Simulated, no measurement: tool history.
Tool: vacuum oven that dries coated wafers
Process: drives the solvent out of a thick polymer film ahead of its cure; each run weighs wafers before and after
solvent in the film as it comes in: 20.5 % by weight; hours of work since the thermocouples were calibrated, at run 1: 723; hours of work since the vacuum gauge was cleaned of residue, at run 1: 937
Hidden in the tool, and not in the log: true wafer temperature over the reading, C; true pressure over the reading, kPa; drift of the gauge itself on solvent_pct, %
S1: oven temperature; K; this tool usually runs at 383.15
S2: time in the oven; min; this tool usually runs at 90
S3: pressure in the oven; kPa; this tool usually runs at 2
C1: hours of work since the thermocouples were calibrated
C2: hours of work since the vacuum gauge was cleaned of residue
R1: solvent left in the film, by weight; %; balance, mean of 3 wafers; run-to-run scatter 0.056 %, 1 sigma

run     day      S1   S2    S3    C1    C2    R1
  1       0  383.15   90     2   723   937   2.6
  2   0.667  383.15   90     2   735   949  2.59
  3   2.004  383.15   90     2   759   973  2.63
  4   3.133  383.15   90     2   779   994  2.66
  5   3.975  383.15   90     2   794  1009  2.66
  6   4.925  383.15   90     2   811  1026  2.52
  7   5.888  383.15   90     2   829  1043  2.77
  8   6.883  383.15   90     2   847  1061  2.72
  9   7.642  383.15   90     2   860  1075  2.65
 10   8.642  383.15   90     2   878  1093  2.67
 11   9.817  383.15   90     2   899  1114  2.69
 12  10.917  383.15   90     2   919  1134  2.61
 13  12.083  383.15   90     2   940  1155   2.6
 14  13.158  383.15   90     2   959  1174  2.66
 15  14.067  375.15   90     2   976  1190  4.59
 16  15.283  375.15   90     2   998  1212  4.58
 17  16.125  375.15   90     2  1013  1227  4.65
 18  17.388  383.15   90     2  1036  1250  2.62
 19  18.279  383.15  118     2  1052  1266  2.07
 20  19.175  383.15  118     2  1068  1282  2.18
 21  19.779  383.15  118     2  1079  1293  2.14
 22  20.762  383.15  118     2  1096  1311  2.01
 23  21.375  383.15  118     2  1107  1322  2.14
 24  22.554  383.15  118     2  1129  1343  2.17
     23.196  -- oven's thermocouples calibrated
 25  23.754  383.15  118     2    10  1363  2.24
 26  24.662  380.15   75  4.37    26  1379  5.86
 27   25.45  375.15   56  1.42    41  1394  7.11
 28  26.333  375.15   56  1.42    56  1409  7.13
 29  27.092  375.15   56  1.42    70  1423  7.13
 30  27.958  380.15   89  3.85    86  1439  4.76
 31  28.908  383.15  106  2.77   103  1456  2.95
 32  30.075  382.15  106   3.7   124  1477  3.83
 33  30.754  382.15  109  4.11   136  1489  4.01
 34    31.9  386.15  118  1.32   157  1510  1.37
 35  32.821  386.15  118  1.32   173  1526   1.5
 36  34.104  390.15   87  6.57   196  1549  4.13
 37  34.896  373.15   90  1.39   210  1564  5.31
 38  35.933  373.15   90  1.39   229  1582  5.32
 39  36.517  390.15  123  4.58   240  1593   2.9
 40  37.217  368.15   56     2   252  1605  9.96
 41  38.012  390.15  133     2   267  1620  1.44
 42  38.733  388.15   53     2   279  1632  3.78
 43  39.496  383.15  105     2   293  1646  2.46
 44  40.412  396.15   53  4.06   310  1663  2.81
 45  41.379  396.15  118  2.65   327  1680  1.58
 46  42.212  369.15   90     2   342  1695  7.14
 47  43.488  379.15   90     2   365  1718  3.98

Consider 4 possible next runs. They are alternatives, not a sequence: every one starts from the tool as it was left by run 47. What does each give?
  A  44.442  383.15   90  3.09  382  1735   ?
  B  44.442  376.15   64  4.93  382  1735   ?
  C  44.442  372.15   90  3.47  382  1735   ?
  D  44.442  391.15  106     2  382  1735   ?

run    R1
  A  3.61
  B  8.37
  C  7.18
  D  1.58
Take away the tool's hidden state, keep each run's random variation, and the runs would have read:
run    R1
  A  3.12
  B  7.85
  C  6.56
  D  1.18

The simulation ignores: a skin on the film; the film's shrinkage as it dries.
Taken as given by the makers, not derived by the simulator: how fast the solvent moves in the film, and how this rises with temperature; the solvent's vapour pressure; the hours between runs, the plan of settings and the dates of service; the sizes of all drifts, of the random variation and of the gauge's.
